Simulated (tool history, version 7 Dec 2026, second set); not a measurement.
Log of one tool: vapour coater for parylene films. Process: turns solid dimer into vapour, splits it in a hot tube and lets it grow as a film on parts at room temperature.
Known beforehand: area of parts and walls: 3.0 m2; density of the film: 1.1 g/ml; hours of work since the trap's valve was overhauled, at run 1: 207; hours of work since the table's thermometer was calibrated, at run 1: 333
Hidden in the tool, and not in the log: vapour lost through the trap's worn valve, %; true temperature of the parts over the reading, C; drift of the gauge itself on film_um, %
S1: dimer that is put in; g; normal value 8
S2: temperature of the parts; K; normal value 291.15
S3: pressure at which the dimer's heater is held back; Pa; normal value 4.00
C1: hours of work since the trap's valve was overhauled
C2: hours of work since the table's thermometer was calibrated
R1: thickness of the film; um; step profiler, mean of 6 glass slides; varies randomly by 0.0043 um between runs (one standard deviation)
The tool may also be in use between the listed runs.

{"run": 1, "hour": 0.0, "S1": 8, "S2": 291.15, "S3": 4.0, "C1": 207, "C2": 333, "R1": 1.318}
{"run": 2, "hour": 17.7, "S1": 8, "S2": 291.15, "S3": 4.0, "C1": 222, "C2": 348, "R1": 1.311}
{"run": 3, "hour": 29.4, "S1": 8, "S2": 291.15, "S3": 4.0, "C1": 232, "C2": 359, "R1": 1.31}
{"run": 4, "hour": 45.0, "S1": 8, "S2": 291.15, "S3": 4.0, "C1": 245, "C2": 372, "R1": 1.312}
{"run": 5, "hour": 65.3, "S1": 8, "S2": 291.15, "S3": 5.38, "C1": 263, "C2": 390, "R1": 1.232}
{"run": 6, "hour": 83.9, "S1": 8, "S2": 291.15, "S3": 5.38, "C1": 279, "C2": 406, "R1": 1.224}
{"run": 7, "hour": 105.4, "S1": 8, "S2": 291.15, "S3": 5.38, "C1": 298, "C2": 424, "R1": 1.211}
{"run": 8, "hour": 116.5, "S1": 7, "S2": 295.15, "S3": 2.97, "C1": 307, "C2": 434, "R1": 1.009}

Expected results for the next run?
{"run": 9, "hour": 132.3, "S1": 6, "S2": 295.15, "S3": 2.97, "C1": 321, "C2": 448, "R1": "?"}

{"run 9": {"R1": 0.855}}
With the hidden condition absent and the run-to-run variation left alone, this run would have shown R1 0.884 um.
